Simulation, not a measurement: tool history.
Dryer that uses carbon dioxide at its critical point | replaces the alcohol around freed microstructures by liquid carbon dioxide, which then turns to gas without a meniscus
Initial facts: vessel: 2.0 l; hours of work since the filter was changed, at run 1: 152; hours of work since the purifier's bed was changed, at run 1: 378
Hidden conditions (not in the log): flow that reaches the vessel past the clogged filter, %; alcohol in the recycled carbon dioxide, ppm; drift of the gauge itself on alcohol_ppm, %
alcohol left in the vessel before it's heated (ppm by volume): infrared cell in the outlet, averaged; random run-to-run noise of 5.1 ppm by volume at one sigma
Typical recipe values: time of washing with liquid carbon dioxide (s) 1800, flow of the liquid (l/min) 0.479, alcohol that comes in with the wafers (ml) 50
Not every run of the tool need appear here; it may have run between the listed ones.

run	hour	time of washing with liquid carbon dioxide (s)	flow of the liquid (l/min)	alcohol that comes in with the wafers (ml)	hours of work since the filter was changed	hours of work since the purifier's bed was changed	alcohol left in the vessel before it's heated (ppm by volume)
1	0.0	1800	0.479	50	152	378	91
2	21.3	1800	0.479	50	164	390	86
3	42.6	1800	0.479	50	176	402	99
4	62.8	1800	0.479	50	187	413	98
5	74.0	1800	0.479	50	193	419	99
6	87.4	1800	0.479	50	200	427	104
7	107.5	2400	0.479	50	212	438	49
8	123.1	2400	0.479	50	220	446	45
9	140.3	1800	0.479	50	230	456	106
10	153.8	1800	0.512	50	237	463	91
11	167.3	1800	0.512	50	245	471	84
12	178.9	1800	0.441	50	251	477	150
13	193.2	1200	0.479	50	259	485	518
14	202.9	1200	0.479	50	264	491	534
15	214.9	1200	0.479	50	271	497	518
16	228.4	1200	0.479	50	279	505	527
17	239.4	1200	0.479	50	285	511	540
18	258.0	1200	0.650	50	295	521	156
19	267.5	1800	0.341	50	300	526	449
20	282.0	1800	0.341	50	308	534	460
21	302.2	1800	0.341	50	319	546	454
22	320.1	1800	0.341	50	329	555	464
23	331.6	1800	0.341	50	336	562	480
24	350.7	1800	0.341	50	346	572	475
25	362.6	1140	0.525	49	353	579	485
26	380.8	1800	0.453	50	363	589	162
27	390.9	1800	0.453	50	369	595	153
28	401.2	2820	0.315	98	374	600	195
29	412.4	1380	0.744	41	381	607	64
30	432.3	2520	0.479	27	392	618	61
31	455.6	2760	0.567	50	404	631	61
32	474.1	1920	0.384	50	415	641	260
33	495.3	2400	0.384	50	426	653	115
34	505.4	1500	0.612	70	432	658	131
35	524.2	1140	0.511	65	442	669	747
36	544.2	1140	0.406	40	454	680	1065
37	567.0	1140	0.406	40	466	692	1071
38	587.4	1260	0.535	38	477	704	291
39	603.1	1800	0.441	35	486	712	161
40	619.4	1680	0.804	20	495	721	59
41	631.4	1800	0.804	60	502	728	60
42	654.9	2640	0.529	26	515	741	53
43	675.3	1740	0.344	26	526	752	366
44	688.6	1620	0.360	49	533	760	681
45	706.4	1800	0.719	72	543	770	67
# hour 712.8: inlet filter changed
46	722.0	1800	0.719	72	5	778	69

Branching from run 46: 5 alternative next runs. What would each branch give?
A	743.6	1800	0.584	69	17	790	?
B	743.6	1140	0.719	72	17	790	?
C	743.6	1140	0.765	69	17	790	?
D	743.6	1800	0.563	55	17	790	?
E	743.6	1800	0.719	101	17	790	?

run	alcohol left in the vessel before it's heated (ppm by volume)
A	77
B	145
C	105
D	71
E	64
The same runs, with their run-to-run variation unchanged, on a tool lacking any hidden condition would have given:
run	alcohol left in the vessel before it's heated (ppm by volume)
A	20
B	87
C	47
D	14
E	6

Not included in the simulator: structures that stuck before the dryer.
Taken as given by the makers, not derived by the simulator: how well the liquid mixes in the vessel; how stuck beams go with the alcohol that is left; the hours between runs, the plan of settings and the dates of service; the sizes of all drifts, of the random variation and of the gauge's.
